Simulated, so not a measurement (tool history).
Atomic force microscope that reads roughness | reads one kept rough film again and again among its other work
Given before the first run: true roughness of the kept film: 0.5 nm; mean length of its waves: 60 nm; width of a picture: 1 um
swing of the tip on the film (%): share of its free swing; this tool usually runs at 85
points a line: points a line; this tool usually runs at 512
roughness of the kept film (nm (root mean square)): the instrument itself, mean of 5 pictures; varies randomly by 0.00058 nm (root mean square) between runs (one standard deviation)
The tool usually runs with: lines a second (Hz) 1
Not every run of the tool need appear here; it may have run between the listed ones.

run	hour	lines a second (Hz)	swing of the tip on the film (%)	points a line	roughness of the kept film (nm (root mean square))
1	0	1	85	512	0.4402
2	14.7	1	85	512	0.4385
3	31.4	1	85	512	0.438
4	52.4	1	85	512	0.4383
5	64.8	1	85	512	0.4369
6	78.6	1	85	512	0.4358
7	98.3	1	85	512	0.4348
# hour 102: new tip fitted
8	116	1	88	512	0.4319
9	132.1	1	85	512	0.4387
10	146.7	1	85	512	0.438
11	168.5	1	85	512	0.4367
12	178.7	1	86	512	0.4334
13	196.2	1	86	512	0.4332
# hour 204.1: new tip fitted
14	208.6	1	86	512	0.4372
15	220.8	1	86	512	0.4363
16	230.5	1	85	512	0.4392
17	249.2	1	85	512	0.4379
18	260.8	1	85	512	0.4373
19	281.3	1	85	911	0.4362
20	291.5	1	85	911	0.4363
21	301.5	1	85	911	0.4372
# hour 306.2: new tip fitted
22	312	3.95	85	512	0.3291
23	331.1	3.95	64	512	0.4261
24	353.2	3.95	64	512	0.4248
25	371.2	3.95	64	512	0.4242
26	390.8	0.91	76	377	0.4576
# hour 408.3: new tip fitted
27	410.3	1.21	81	266	0.4393
28	426.5	2.17	71	612	0.4377
29	441.8	2.17	71	612	0.4359
30	453.2	1.34	74	298	0.4488
# hour 455.6: height scale calibrated on a step standard
31	464.5	1.45	82	461	0.4244
32	479.3	1.45	82	605	0.4249
33	494.5	1	56	512	0.4806
34	506	1	85	529	0.4356
# hour 510.6: new tip fitted
# hour 513.4: height scale calibrated on a step standard, once more
35	517.5	1	85	529	0.4408
36	529.3	1.06	63	934	0.4761
37	541.3	0.82	63	338	0.4794
38	553.8	0.82	72	338	0.4684
39	573.2	0.91	70	816	0.4694
40	582.9	1.04	85	280	0.4338
41	598	1	79	512	0.4503
# hour 613: new tip fitted
42	619	0.59	73	870	0.477
43	634.5	1.1	86	338	0.4313

Results per run with the tool's hidden condition removed, run-to-run variation unchanged:
Unlogged tool condition in this case: radius of the tip, nm; height scale over the true one, %; drift of the gauge itself on roughness_nm, %.
run	roughness of the kept film (nm (root mean square))
1	0.4408
2	0.4398
3	0.4401
4	0.4413
5	0.4405
6	0.44
7	0.4401
8	0.433
9	0.4406
10	0.4406
11	0.4404
12	0.4375
13	0.4382
14	0.4378
15	0.4375
16	0.4409
17	0.4405
18	0.4405
19	0.4403
20	0.4409
21	0.4423
22	0.3295
23	0.4274
24	0.4272
25	0.4275
26	0.4622
27	0.4396
28	0.4388
29	0.4377
30	0.4513
31	0.4271
32	0.4283
33	0.4851
34	0.4402
35	0.441
36	0.477
37	0.4809
38	0.4705
39	0.4725
40	0.4371
41	0.4545
42	0.4772
43	0.4323
